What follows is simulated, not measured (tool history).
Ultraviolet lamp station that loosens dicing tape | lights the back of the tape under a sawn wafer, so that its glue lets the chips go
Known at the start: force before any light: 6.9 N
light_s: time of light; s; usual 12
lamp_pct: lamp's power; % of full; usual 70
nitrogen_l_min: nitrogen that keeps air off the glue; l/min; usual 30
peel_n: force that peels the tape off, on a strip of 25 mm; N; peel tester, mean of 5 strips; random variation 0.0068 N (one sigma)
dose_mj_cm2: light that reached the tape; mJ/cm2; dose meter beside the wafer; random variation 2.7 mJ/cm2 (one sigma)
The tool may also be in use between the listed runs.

{"run": 1, "hour": 0.0, "light_s": 12, "lamp_pct": 70, "nitrogen_l_min": 30, "peel_n": 0.233, "dose_mj_cm2": 356}
{"run": 2, "hour": 17.0, "light_s": 12, "lamp_pct": 70, "nitrogen_l_min": 30, "peel_n": 0.241, "dose_mj_cm2": 361}
{"run": 3, "hour": 43.6, "light_s": 12, "lamp_pct": 70, "nitrogen_l_min": 30, "peel_n": 0.219, "dose_mj_cm2": 359}
{"run": 4, "hour": 64.0, "light_s": 12, "lamp_pct": 70, "nitrogen_l_min": 30, "peel_n": 0.22, "dose_mj_cm2": 361}
{"run": 5, "hour": 83.1, "light_s": 12, "lamp_pct": 70, "nitrogen_l_min": 27, "peel_n": 0.252, "dose_mj_cm2": 358}
{"run": 6, "hour": 101.7, "light_s": 12, "lamp_pct": 70, "nitrogen_l_min": 30, "peel_n": 0.224, "dose_mj_cm2": 360}
{"run": 7, "hour": 124.7, "light_s": 12, "lamp_pct": 70, "nitrogen_l_min": 15, "peel_n": 0.413, "dose_mj_cm2": 360}
{"run": 8, "hour": 150.1, "light_s": 12, "lamp_pct": 70, "nitrogen_l_min": 15, "peel_n": 0.419, "dose_mj_cm2": 357}
{"run": 9, "hour": 174.3, "light_s": 12, "lamp_pct": 75, "nitrogen_l_min": 15, "peel_n": 0.357, "dose_mj_cm2": 386}
{"run": 10, "hour": 188.1, "light_s": 12, "lamp_pct": 70, "nitrogen_l_min": 30, "peel_n": 0.228, "dose_mj_cm2": 357}
{"run": 11, "hour": 204.4, "light_s": 12, "lamp_pct": 99, "nitrogen_l_min": 30, "peel_n": 0.148, "dose_mj_cm2": 499}
{"run": 12, "hour": 220.6, "light_s": 7, "lamp_pct": 70, "nitrogen_l_min": 30, "peel_n": 0.713, "dose_mj_cm2": 208}
{"run": 13, "hour": 234.8, "light_s": 7, "lamp_pct": 70, "nitrogen_l_min": 30, "peel_n": 0.712, "dose_mj_cm2": 209}
{"run": 14, "hour": 256.1, "light_s": 7, "lamp_pct": 70, "nitrogen_l_min": 30, "peel_n": 0.729, "dose_mj_cm2": 209}
{"run": 15, "hour": 280.8, "light_s": 7, "lamp_pct": 70, "nitrogen_l_min": 30, "peel_n": 0.706, "dose_mj_cm2": 208}
{"run": 16, "hour": 310.4, "light_s": 7, "lamp_pct": 70, "nitrogen_l_min": 37, "peel_n": 0.62, "dose_mj_cm2": 212}
{"run": 17, "hour": 335.5, "light_s": 19, "lamp_pct": 88, "nitrogen_l_min": 16, "peel_n": 0.142, "dose_mj_cm2": 713}
{"run": 18, "hour": 364.1, "light_s": 13, "lamp_pct": 88, "nitrogen_l_min": 18, "peel_n": 0.2, "dose_mj_cm2": 481}
{"run": 19, "hour": 383.2, "light_s": 14, "lamp_pct": 70, "nitrogen_l_min": 11, "peel_n": 0.396, "dose_mj_cm2": 415}
{"run": 20, "hour": 399.9, "light_s": 14, "lamp_pct": 90, "nitrogen_l_min": 34, "peel_n": 0.13, "dose_mj_cm2": 543}
{"run": 21, "hour": 423.0, "light_s": 23, "lamp_pct": 76, "nitrogen_l_min": 54, "peel_n": 0.124, "dose_mj_cm2": 742}
{"run": 22, "hour": 446.2, "light_s": 23, "lamp_pct": 71, "nitrogen_l_min": 25, "peel_n": 0.129, "dose_mj_cm2": 695}
{"run": 23, "hour": 462.7, "light_s": 23, "lamp_pct": 71, "nitrogen_l_min": 25, "peel_n": 0.132, "dose_mj_cm2": 692}
{"run": 24, "hour": 484.1, "light_s": 23, "lamp_pct": 71, "nitrogen_l_min": 25, "peel_n": 0.138, "dose_mj_cm2": 695}
{"run": 25, "hour": 506.4, "light_s": 9, "lamp_pct": 71, "nitrogen_l_min": 10, "peel_n": 1.049, "dose_mj_cm2": 268}
{"run": 26, "hour": 530.1, "light_s": 9, "lamp_pct": 70, "nitrogen_l_min": 32, "peel_n": 0.393, "dose_mj_cm2": 267}
{"run": 27, "hour": 558.9, "light_s": 12, "lamp_pct": 70, "nitrogen_l_min": 57, "peel_n": 0.172, "dose_mj_cm2": 358}

Not shown: 1 entry that the log had between the listed runs. Between which runs, and how does the tool's hidden state differ before and after?
Between runs 1 and 2: window cleaned of glue's vapour (hour 15.9)
  light that the window lets through, % of a clean one's: 99.9 -> 100

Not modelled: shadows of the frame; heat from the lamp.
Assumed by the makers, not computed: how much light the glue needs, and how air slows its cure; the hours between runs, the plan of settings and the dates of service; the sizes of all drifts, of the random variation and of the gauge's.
